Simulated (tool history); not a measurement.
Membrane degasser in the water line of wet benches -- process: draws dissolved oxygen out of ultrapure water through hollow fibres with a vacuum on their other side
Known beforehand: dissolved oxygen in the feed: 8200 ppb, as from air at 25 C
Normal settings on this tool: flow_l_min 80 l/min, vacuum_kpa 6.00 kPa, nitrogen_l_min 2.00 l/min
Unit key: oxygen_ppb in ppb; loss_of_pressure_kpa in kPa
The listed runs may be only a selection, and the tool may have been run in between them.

run    hour  flow_l_min  vacuum_kpa  nitrogen_l_min  oxygen_ppb  loss_of_pressure_kpa
  1     0.0          80        6.00            2.00       431.7                 28.42
  2   116.2          80        6.00            2.00       434.1                 28.22
  3   317.5          80        6.00            2.00       428.9                 28.08
  4   433.9          80        6.00            2.00       430.4                 28.11
  5   634.0          80        6.00            2.85       386.4                 28.11
  6   793.3          80        6.00            2.00       436.5                 28.28
  7   942.6          80        6.00            2.00       428.1                 27.92
  8  1140.5          80        6.00            2.00       430.7                 28.48
  9  1327.5          80        6.00            2.00       433.2                 28.23
     1420.8  -- seals of the vacuum lines changed
 10  1513.9          80        6.00            2.00       437.0                 28.26
     1595.4  -- vacuum gauge calibrated
 11  1691.6          77        6.00            2.00       420.9                 27.26
 12  1911.4          77        6.00            2.00       421.1                 27.06
 13  2008.0          77        6.00            2.00       426.2                 26.98
 14  2183.2          77        6.00            2.00       421.7                 26.86
 15  2348.0         121        6.00            1.86       645.3                 42.74
 16  2486.4          71        9.38            0.90       949.9                 25.05
 17  2663.3          66        4.32            2.00       251.2                 23.39
 18  2843.2          92        4.32            1.37       394.7                 32.40
 19  3011.9          53        6.39            4.82       213.8                 18.86
 20  3138.0          50       10.23            1.37       614.3                 17.43
 21  3291.4          50       10.23            1.02       731.7                 17.47
 22  3411.7          50       10.23            1.02       736.5                 17.82
 23  3560.3          50        3.97            1.02       197.3                 17.59

Branching from run 23: 3 alternative next runs. What would each branch give?
  A  3700.9          54        6.00            2.00           ?                     ?
  B  3700.9          80        6.00            0.85           ?                     ?
  C  3700.9          86        4.80            1.35           ?                     ?

run  oxygen_ppb  loss_of_pressure_kpa
  A       294.6                 19.02
  B       608.3                 28.40
  C       417.4                 30.26
Had the tool no hidden state, the same runs would have come out as:
run  oxygen_ppb  loss_of_pressure_kpa
  A       294.3                 19.02
  B       608.0                 28.39
  C       417.0                 30.25
